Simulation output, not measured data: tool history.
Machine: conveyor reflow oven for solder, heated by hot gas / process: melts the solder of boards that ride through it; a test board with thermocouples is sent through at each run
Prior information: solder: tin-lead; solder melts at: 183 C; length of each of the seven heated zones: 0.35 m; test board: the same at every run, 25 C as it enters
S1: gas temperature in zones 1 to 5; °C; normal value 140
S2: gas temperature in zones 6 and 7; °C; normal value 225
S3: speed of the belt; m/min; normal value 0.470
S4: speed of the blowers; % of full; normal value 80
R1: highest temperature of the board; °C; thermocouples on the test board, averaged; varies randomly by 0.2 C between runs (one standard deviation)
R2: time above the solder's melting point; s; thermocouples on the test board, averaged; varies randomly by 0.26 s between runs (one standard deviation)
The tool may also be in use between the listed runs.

{"run": 1, "hour": 0.0, "S1": 140, "S2": 225, "S3": 0.47, "S4": 80, "R1": 210.0, "R2": 60.6}
{"run": 2, "hour": 99.0, "S1": 140, "S2": 225, "S3": 0.47, "S4": 80, "R1": 209.8, "R2": 60.7}
{"run": 3, "hour": 150.9, "S1": 140, "S2": 225, "S3": 0.47, "S4": 69, "R1": 207.4, "R2": 56.7}
{"run": 4, "hour": 216.5, "S1": 140, "S2": 225, "S3": 0.47, "S4": 72, "R1": 208.3, "R2": 57.9}
{"hour": 281.1, "done": "thermocouples of zones 6 and 7 changed"}
{"run": 5, "hour": 297.7, "S1": 140, "S2": 225, "S3": 0.47, "S4": 72, "R1": 208.1, "R2": 58.1}
{"hour": 321.2, "done": "flux residue cleaned out of gas plates and filters"}
{"run": 6, "hour": 351.9, "S1": 140, "S2": 225, "S3": 0.47, "S4": 72, "R1": 208.2, "R2": 57.6}
{"run": 7, "hour": 418.4, "S1": 140, "S2": 225, "S3": 0.47, "S4": 72, "R1": 208.1, "R2": 58.4}
{"run": 8, "hour": 505.5, "S1": 140, "S2": 225, "S3": 0.47, "S4": 72, "R1": 208.2, "R2": 57.9}
{"run": 9, "hour": 571.6, "S1": 149, "S2": 225, "S3": 0.47, "S4": 72, "R1": 209.8, "R2": 64.2}
{"run": 10, "hour": 660.2, "S1": 140, "S2": 225, "S3": 0.422, "S4": 80, "R1": 212.9, "R2": 71.9}
{"run": 11, "hour": 745.6, "S1": 140, "S2": 225, "S3": 0.422, "S4": 80, "R1": 212.4, "R2": 72.0}
{"hour": 829.3, "done": "flux residue cleaned out of gas plates and filters"}
{"run": 12, "hour": 850.6, "S1": 140, "S2": 233, "S3": 0.47, "S4": 80, "R1": 216.9, "R2": 67.4}
{"run": 13, "hour": 946.2, "S1": 152, "S2": 225, "S3": 0.47, "S4": 80, "R1": 212.2, "R2": 68.9}
{"run": 14, "hour": 1030.3, "S1": 152, "S2": 225, "S3": 0.47, "S4": 80, "R1": 212.4, "R2": 68.8}
{"run": 15, "hour": 1087.3, "S1": 140, "S2": 230, "S3": 0.47, "S4": 80, "R1": 214.4, "R2": 64.9}
{"run": 16, "hour": 1166.9, "S1": 140, "S2": 238, "S3": 0.47, "S4": 58, "R1": 214.5, "R2": 63.7}
{"run": 17, "hour": 1240.1, "S1": 140, "S2": 236, "S3": 0.556, "S4": 80, "R1": 213.9, "R2": 52.9}
{"run": 18, "hour": 1321.2, "S1": 140, "S2": 238, "S3": 0.427, "S4": 78, "R1": 223.6, "R2": 80.1}
{"hour": 1342.6, "done": "flux residue cleaned out of gas plates and filters"}
{"run": 19, "hour": 1374.4, "S1": 140, "S2": 230, "S3": 0.478, "S4": 78, "R1": 213.1, "R2": 62.5}
{"run": 20, "hour": 1429.8, "S1": 140, "S2": 216, "S3": 0.392, "S4": 78, "R1": 206.7, "R2": 70.5}
{"hour": 1520.7, "done": "belt drive overhauled, speed set with a stopwatch"}
{"run": 21, "hour": 1532.4, "S1": 140, "S2": 216, "S3": 0.392, "S4": 78, "R1": 206.3, "R2": 70.9}
{"run": 22, "hour": 1603.6, "S1": 150, "S2": 222, "S3": 0.47, "S4": 65, "R1": 206.4, "R2": 59.9}
{"run": 23, "hour": 1652.4, "S1": 140, "S2": 225, "S3": 0.383, "S4": 68, "R1": 213.2, "R2": 79.3}
{"run": 24, "hour": 1727.1, "S1": 140, "S2": 225, "S3": 0.383, "S4": 68, "R1": 213.1, "R2": 79.3}
{"run": 25, "hour": 1776.9, "S1": 140, "S2": 225, "S3": 0.383, "S4": 68, "R1": 213.4, "R2": 80.4}
{"hour": 1856.5, "done": "flux residue cleaned out of gas plates and filters"}
{"run": 26, "hour": 1861.8, "S1": 143, "S2": 225, "S3": 0.457, "S4": 74, "R1": 210.1, "R2": 63.7}
{"run": 27, "hour": 1929.7, "S1": 143, "S2": 214, "S3": 0.439, "S4": 74, "R1": 201.9, "R2": 56.4}
{"run": 28, "hour": 2018.5, "S1": 143, "S2": 214, "S3": 0.439, "S4": 74, "R1": 201.9, "R2": 56.1}
{"run": 29, "hour": 2118.7, "S1": 129, "S2": 228, "S3": 0.422, "S4": 67, "R1": 210.9, "R2": 63.6}

5 options for the next run, each taken on its own from the tool as it stands now. Forecast them:
{"run": "A", "hour": 2166.8, "S1": 152, "S2": 228, "S3": 0.55, "S4": 67, "R1": "?", "R2": "?"}
{"run": "B", "hour": 2166.8, "S1": 129, "S2": 236, "S3": 0.418, "S4": 61, "R1": "?", "R2": "?"}
{"run": "C", "hour": 2166.8, "S1": 129, "S2": 225, "S3": 0.528, "S4": 73, "R1": "?", "R2": "?"}
{"run": "D", "hour": 2166.8, "S1": 149, "S2": 225, "S3": 0.47, "S4": 83, "R1": "?", "R2": "?"}
{"run": "E", "hour": 2166.8, "S1": 147, "S2": 228, "S3": 0.422, "S4": 67, "R1": "?", "R2": "?"}

run=A R1=207.1 R2=51.8
run=B R1=216.2 R2=69.5
run=C R1=202.4 R2=39.4
run=D R1=212.4 R2=67.0
run=E R1=214.3 R2=75.4
Without the tool's unlogged condition, the same runs would have read:
run=A R1=207.1 R2=51.7
run=B R1=216.2 R2=69.5
run=C R1=202.3 R2=39.4
run=D R1=212.4 R2=67.0
run=E R1=214.2 R2=75.3
